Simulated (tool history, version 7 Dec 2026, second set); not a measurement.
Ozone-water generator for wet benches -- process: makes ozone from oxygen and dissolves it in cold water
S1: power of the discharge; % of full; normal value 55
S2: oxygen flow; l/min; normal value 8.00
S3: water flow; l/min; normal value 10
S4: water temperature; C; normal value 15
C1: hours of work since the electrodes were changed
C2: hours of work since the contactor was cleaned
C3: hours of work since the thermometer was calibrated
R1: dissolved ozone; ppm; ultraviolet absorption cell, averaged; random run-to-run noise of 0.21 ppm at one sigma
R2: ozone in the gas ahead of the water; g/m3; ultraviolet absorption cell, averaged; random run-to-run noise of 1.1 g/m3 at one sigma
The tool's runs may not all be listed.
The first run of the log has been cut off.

run	hour	S1	S2	S3	S4	C1	C2	C3	R1	R2
2	61.9	55	8.00	10	15	3633	2493	594	30.3	193.2
3	184.4	55	8.00	10	15	3724	2583	685	30.3	189.3
4	267.3	55	8.00	10	15	3785	2645	746	30.2	190.9
5	378.5	55	8.00	10	15	3868	2727	828	30.0	191.5
6	443.8	55	8.00	10	15	3916	2776	877	30.5	193.7
7	526.6	55	8.00	10	15	3977	2837	938	30.3	192.3
8	615.2	55	8.00	10	15	4043	2903	1004	30.1	191.7
9	665.9	55	8.00	10	15	4081	2940	1042	30.2	193.6
10	734.4	55	8.00	10	15	4131	2991	1092	30.1	194.3
11	838.4	55	8.00	10	15	4209	3068	1169	30.1	193.7
12	902.7	55	8.00	10	15	4256	3116	1217	30.1	192.8
13	958.6	55	8.00	10	15	4298	3157	1258	30.4	193.6
14	1016.3	42	8.00	10	15	4340	3200	1301	25.3	159.6
15	1116.7	55	8.00	10	15	4415	3275	1376	30.1	194.5
16	1178.7	55	8.00	10	15	4461	3320	1422	30.2	193.1
17	1245.5	50	8.00	10	15	4510	3370	1471	28.4	180.8
18	1367.9	50	8.00	10	15	4601	3461	1562	28.1	179.5
19	1419.2	76	5.28	10	15	4639	3499	1600	38.9	291.8

Run 20 has not been measured yet. What should we expect?
20	1505.4	84	8.00	14	12	4703	3563	1664	?	?

R1: 33.5 ppm
R2: 262.5 g/m3
Were there no unlogged condition in the tool, this run, its random variation unchanged, would have produced R1 33.5 ppm, R2 258.5 g/m3.
